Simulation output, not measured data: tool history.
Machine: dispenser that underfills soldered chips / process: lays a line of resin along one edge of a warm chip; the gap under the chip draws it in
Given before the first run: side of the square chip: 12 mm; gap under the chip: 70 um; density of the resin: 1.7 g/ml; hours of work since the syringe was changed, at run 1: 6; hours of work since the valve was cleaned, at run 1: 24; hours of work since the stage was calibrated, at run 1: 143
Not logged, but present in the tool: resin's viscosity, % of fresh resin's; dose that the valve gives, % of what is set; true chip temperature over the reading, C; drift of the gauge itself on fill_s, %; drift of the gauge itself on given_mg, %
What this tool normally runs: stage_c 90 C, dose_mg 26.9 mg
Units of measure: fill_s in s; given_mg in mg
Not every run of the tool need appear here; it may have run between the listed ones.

run,day,stage_c,dose_mg,hours of work since the syringe was changed,hours of work since the valve was cleaned,hours of work since the stage was calibrated,fill_s,given_mg
1,0.000,90,26.9,6,24,143,168.8,26.32
# day 0.258: new syringe of resin
2,0.517,90,26.9,4,32,152,149.0,26.31
3,0.854,90,26.9,10,38,157,200.7,26.30
# day 0.912: new syringe of resin
4,1.296,90,26.9,6,45,164,167.0,26.16
# day 1.525: new syringe of resin
5,1.538,90,26.9,0,49,168,127.8,25.86
6,2.042,90,31.6,9,57,177,184.5,30.60
# day 2.167: new syringe of resin
7,2.592,101,31.6,7,66,186,114.5,30.27
# day 2.800: new syringe of resin
8,2.954,101,31.6,3,72,191,90.3,30.15
9,3.250,101,31.6,8,77,196,117.7,30.09
# day 3.450: new syringe of resin
10,3.792,101,31.6,6,86,205,106.1,29.94
# day 4.083: new syringe of resin
11,4.188,97,26.9,2,92,212,104.5,25.11
12,4.488,90,26.9,7,97,217,170.8,25.18
# day 4.704: new syringe of resin
13,4.742,90,26.9,1,101,221,128.5,25.21
14,5.075,90,26.9,6,107,226,167.3,25.14
# day 5.329: new syringe of resin
15,5.450,90,26.8,2,113,232,140.6,24.85
16,5.667,90,26.1,6,116,236,164.7,24.09
17,5.896,83,26.9,9,120,240,267.0,24.95
# day 5.954: new syringe of resin
# day 6.108: dispensing valve cleaned and set on the balance
18,6.433,83,26.9,7,5,248,236.0,26.85
# day 6.612: new syringe of resin
19,6.871,89,25.1,4,13,255,159.7,24.91
# day 7.262: new syringe of resin
20,7.362,97,25.2,2,21,263,104.4,24.64
21,7.621,103,34.8,6,25,267,100.0,34.32
# day 7.908: new syringe of resin
22,8.079,85,26.9,3,32,275,172.9,26.39
23,8.367,93,23.9,8,37,279,166.0,23.17
# day 8.538: new syringe of resin
24,8.612,91,31.4,1,41,283,125.3,30.53
25,9.088,101,31.4,9,49,291,126.1,30.68
# day 9.150: new syringe of resin
26,9.629,78,24.4,8,58,300,304.4,23.40
# day 9.779: new syringe of resin
27,10.062,87,26.9,5,65,307,174.4,25.63

Branching from run 27: 4 alternative next runs. What would each branch give?
# day 10.417: new syringe of resin
A,10.462,90,31.8,1,71,314,?,?
# day 10.417: new syringe of resin
B,10.462,87,34.6,1,71,314,?,?
# day 10.417: new syringe of resin
C,10.462,96,30.8,1,71,314,?,?
# day 10.417: new syringe of resin
D,10.462,94,26.9,1,71,314,?,?

run,fill_s,given_mg
A,125.3,30.34
B,143.0,33.15
C,100.7,29.06
D,110.2,25.61
What these runs would have given with no unlogged condition in the tool:
run,fill_s,given_mg
A,122.7,31.86
B,140.3,34.82
C,98.5,30.52
D,107.5,26.90
